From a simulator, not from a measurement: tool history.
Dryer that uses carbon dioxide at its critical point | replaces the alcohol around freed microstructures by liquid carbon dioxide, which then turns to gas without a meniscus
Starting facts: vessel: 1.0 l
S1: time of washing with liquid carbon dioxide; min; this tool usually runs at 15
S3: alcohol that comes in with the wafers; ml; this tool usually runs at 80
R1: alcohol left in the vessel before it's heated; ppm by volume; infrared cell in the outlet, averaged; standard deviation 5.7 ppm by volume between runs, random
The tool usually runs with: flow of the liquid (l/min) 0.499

{"run": 1, "hour": 0.0, "S1": 15, "flow of the liquid (l/min)": 0.499, "S3": 80, "R1": 412}
{"run": 2, "hour": 25.2, "S1": 15, "flow of the liquid (l/min)": 0.499, "S3": 80, "R1": 450}
{"hour": 42.1, "done": "purifier's bed changed"}
{"run": 3, "hour": 55.8, "S1": 15, "flow of the liquid (l/min)": 0.499, "S3": 80, "R1": 219}
{"run": 4, "hour": 79.1, "S1": 17, "flow of the liquid (l/min)": 0.499, "S3": 80, "R1": 114}
{"run": 5, "hour": 108.4, "S1": 15, "flow of the liquid (l/min)": 0.499, "S3": 80, "R1": 241}
{"run": 6, "hour": 141.3, "S1": 15, "flow of the liquid (l/min)": 0.499, "S3": 80, "R1": 259}
{"run": 7, "hour": 170.1, "S1": 15, "flow of the liquid (l/min)": 0.499, "S3": 80, "R1": 271}
{"run": 8, "hour": 201.7, "S1": 15, "flow of the liquid (l/min)": 0.499, "S3": 80, "R1": 283}
{"run": 9, "hour": 236.4, "S1": 15, "flow of the liquid (l/min)": 0.499, "S3": 80, "R1": 301}
{"run": 10, "hour": 269.6, "S1": 15, "flow of the liquid (l/min)": 0.499, "S3": 80, "R1": 316}
{"run": 11, "hour": 288.3, "S1": 15, "flow of the liquid (l/min)": 0.499, "S3": 80, "R1": 332}
{"run": 12, "hour": 319.6, "S1": 15, "flow of the liquid (l/min)": 0.499, "S3": 80, "R1": 331}
{"hour": 334.2, "done": "inlet filter changed"}
{"run": 13, "hour": 345.5, "S1": 15, "flow of the liquid (l/min)": 0.499, "S3": 80, "R1": 296}
{"run": 14, "hour": 360.7, "S1": 15, "flow of the liquid (l/min)": 0.499, "S3": 80, "R1": 288}
{"run": 15, "hour": 396.2, "S1": 15, "flow of the liquid (l/min)": 0.499, "S3": 80, "R1": 302}
{"run": 16, "hour": 427.5, "S1": 15, "flow of the liquid (l/min)": 0.499, "S3": 80, "R1": 328}
{"run": 17, "hour": 453.1, "S1": 15, "flow of the liquid (l/min)": 0.499, "S3": 80, "R1": 336}
{"run": 18, "hour": 469.7, "S1": 15, "flow of the liquid (l/min)": 0.617, "S3": 80, "R1": 191}
{"run": 19, "hour": 505.9, "S1": 15, "flow of the liquid (l/min)": 0.83, "S3": 80, "R1": 153}
{"run": 20, "hour": 535.0, "S1": 15, "flow of the liquid (l/min)": 0.499, "S3": 56, "R1": 306}
{"run": 21, "hour": 561.9, "S1": 15, "flow of the liquid (l/min)": 0.499, "S3": 64, "R1": 351}
{"run": 22, "hour": 595.6, "S1": 15, "flow of the liquid (l/min)": 0.499, "S3": 80, "R1": 399}
{"run": 23, "hour": 627.7, "S1": 15, "flow of the liquid (l/min)": 0.499, "S3": 80, "R1": 427}
{"run": 24, "hour": 648.0, "S1": 15, "flow of the liquid (l/min)": 0.499, "S3": 80, "R1": 427}
{"run": 25, "hour": 663.1, "S1": 17, "flow of the liquid (l/min)": 0.773, "S3": 24, "R1": 186}
{"run": 26, "hour": 688.7, "S1": 15, "flow of the liquid (l/min)": 0.305, "S3": 80, "R1": 2609}
{"hour": 698.2, "done": "inlet filter changed"}
{"run": 27, "hour": 707.7, "S1": 17, "flow of the liquid (l/min)": 0.374, "S3": 77, "R1": 652}
{"run": 28, "hour": 727.5, "S1": 19, "flow of the liquid (l/min)": 0.614, "S3": 79, "R1": 223}
{"run": 29, "hour": 747.8, "S1": 19, "flow of the liquid (l/min)": 0.614, "S3": 79, "R1": 226}
{"run": 30, "hour": 770.7, "S1": 19, "flow of the liquid (l/min)": 0.614, "S3": 79, "R1": 223}
{"run": 31, "hour": 787.7, "S1": 19, "flow of the liquid (l/min)": 0.614, "S3": 79, "R1": 229}
{"run": 32, "hour": 820.7, "S1": 14, "flow of the liquid (l/min)": 0.614, "S3": 79, "R1": 318}
{"hour": 850.1, "done": "purifier's bed changed"}
{"run": 33, "hour": 850.1, "S1": 19, "flow of the liquid (l/min)": 0.625, "S3": 35, "R1": 16}
{"run": 34, "hour": 880.0, "S1": 19, "flow of the liquid (l/min)": 0.625, "S3": 35, "R1": 13}
{"run": 35, "hour": 899.9, "S1": 13, "flow of the liquid (l/min)": 0.499, "S3": 80, "R1": 506}
{"run": 36, "hour": 934.2, "S1": 13, "flow of the liquid (l/min)": 0.499, "S3": 80, "R1": 509}
{"run": 37, "hour": 969.6, "S1": 15, "flow of the liquid (l/min)": 0.304, "S3": 62, "R1": 1772}
{"run": 38, "hour": 1002.1, "S1": 14, "flow of the liquid (l/min)": 0.528, "S3": 36, "R1": 170}
{"run": 39, "hour": 1027.2, "S1": 14, "flow of the liquid (l/min)": 0.528, "S3": 36, "R1": 173}
{"run": 40, "hour": 1046.1, "S1": 15, "flow of the liquid (l/min)": 0.34, "S3": 80, "R1": 1659}
{"hour": 1065.5, "done": "inlet filter changed"}
{"run": 41, "hour": 1079.4, "S1": 15, "flow of the liquid (l/min)": 0.34, "S3": 80, "R1": 1332}
{"run": 42, "hour": 1104.2, "S1": 15, "flow of the liquid (l/min)": 0.34, "S3": 80, "R1": 1396}
{"run": 43, "hour": 1123.0, "S1": 15, "flow of the liquid (l/min)": 0.34, "S3": 80, "R1": 1433}

3 options for the next run, each taken on its own from the tool as it stands now. Forecast them:
{"run": "A", "hour": 1151.0, "S1": 10, "flow of the liquid (l/min)": 0.499, "S3": 37, "R1": "?"}
{"run": "B", "hour": 1151.0, "S1": 12, "flow of the liquid (l/min)": 0.499, "S3": 80, "R1": "?"}
{"run": "C", "hour": 1151.0, "S1": 17, "flow of the liquid (l/min)": 0.34, "S3": 21, "R1": "?"}

run=A R1=769
run=B R1=788
run=C R1=301
Stripped of hidden state, with their random variation kept, the same runs would have yielded:
run=A R1=638
run=B R1=646
run=C R1=195

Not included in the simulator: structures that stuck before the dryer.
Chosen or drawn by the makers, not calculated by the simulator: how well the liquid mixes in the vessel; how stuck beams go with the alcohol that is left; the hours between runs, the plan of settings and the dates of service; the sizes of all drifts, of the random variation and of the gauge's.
